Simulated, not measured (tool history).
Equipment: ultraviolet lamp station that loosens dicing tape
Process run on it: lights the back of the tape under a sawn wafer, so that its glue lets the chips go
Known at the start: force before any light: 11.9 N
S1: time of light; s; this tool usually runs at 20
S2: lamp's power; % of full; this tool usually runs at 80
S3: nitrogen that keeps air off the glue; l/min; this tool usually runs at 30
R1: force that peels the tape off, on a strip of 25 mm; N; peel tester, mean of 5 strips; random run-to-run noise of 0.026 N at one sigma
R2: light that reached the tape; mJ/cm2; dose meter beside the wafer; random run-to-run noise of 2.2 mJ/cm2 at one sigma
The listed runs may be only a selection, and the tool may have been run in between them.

run	hour	S1	S2	S3	R1	R2
1	0	20	80	30	1.765	171
2	12.6	20	80	30	1.697	168
# hour 15: window cleaned of glue's vapour
3	20.6	20	80	30	1.836	162
4	31.7	20	80	12	2.527	163
5	44.1	20	94	30	1.408	193
# hour 49.3: window cleaned of glue's vapour, once more
6	56.6	20	94	30	1.06	224
7	69.4	20	94	30	1.076	218
8	83.4	20	94	30	1.09	221
9	89.7	20	94	30	1.082	219
10	104.7	20	94	30	1.07	217
11	113.3	20	73	30	1.827	168
12	125.7	20	80	30	1.538	183
13	133.1	20	67	30	2.069	154
14	146.8	20	67	32	2.002	154
15	159.9	20	67	32	2.092	151
16	168.6	20	67	32	2.146	151
17	175.8	20	67	32	2.196	152
18	187.7	20	67	32	2.07	152
19	195.4	20	80	16	1.993	185
20	209.8	20	80	16	2.095	180
21	217.6	20	80	50	1.429	180
22	224	20	80	19	1.821	181
23	232.4	28	73	11	1.579	227
24	243.7	28	73	11	1.584	226
25	258.5	38	80	29	0.434	335
26	267.2	38	80	47	0.362	334
27	274.2	20	65	10	3.293	141
28	289.3	20	96	30	1.223	207
29	298.4	28	64	37	1.293	191
30	308.8	28	64	37	1.291	195
31	317.1	28	64	37	1.318	190
32	327.3	12	98	48	2.525	127
33	337.9	12	98	48	2.582	127
34	345.1	40	80	60	0.352	339
35	352.2	20	81	55	1.549	171
36	365	13	62	55	4.205	85
37	374	13	62	55	3.986	82
38	384	12	99	55	2.577	124
39	399.6	20	83	21	1.954	177
40	411.3	34	92	21	0.541	320
41	419.5	34	92	21	0.536	322
42	430.6	34	92	21	0.539	318
43	444.4	19	80	10	2.89	153
44	454.5	12	67	10	5.814	81

Here are 3 independent what-if runs from the current tool condition. What would each one return?
A	469.7	23	67	10	?	?
B	469.7	20	80	19	?	?
C	469.7	30	80	30	?	?

run	R1	R2
A	2.872	156
B	2.207	159
C	0.892	242
The same runs, with their run-to-run variation unchanged, on a tool lacking any hidden condition would have given:
run	R1	R2
A	2.026	197
B	1.464	202
C	0.532	306
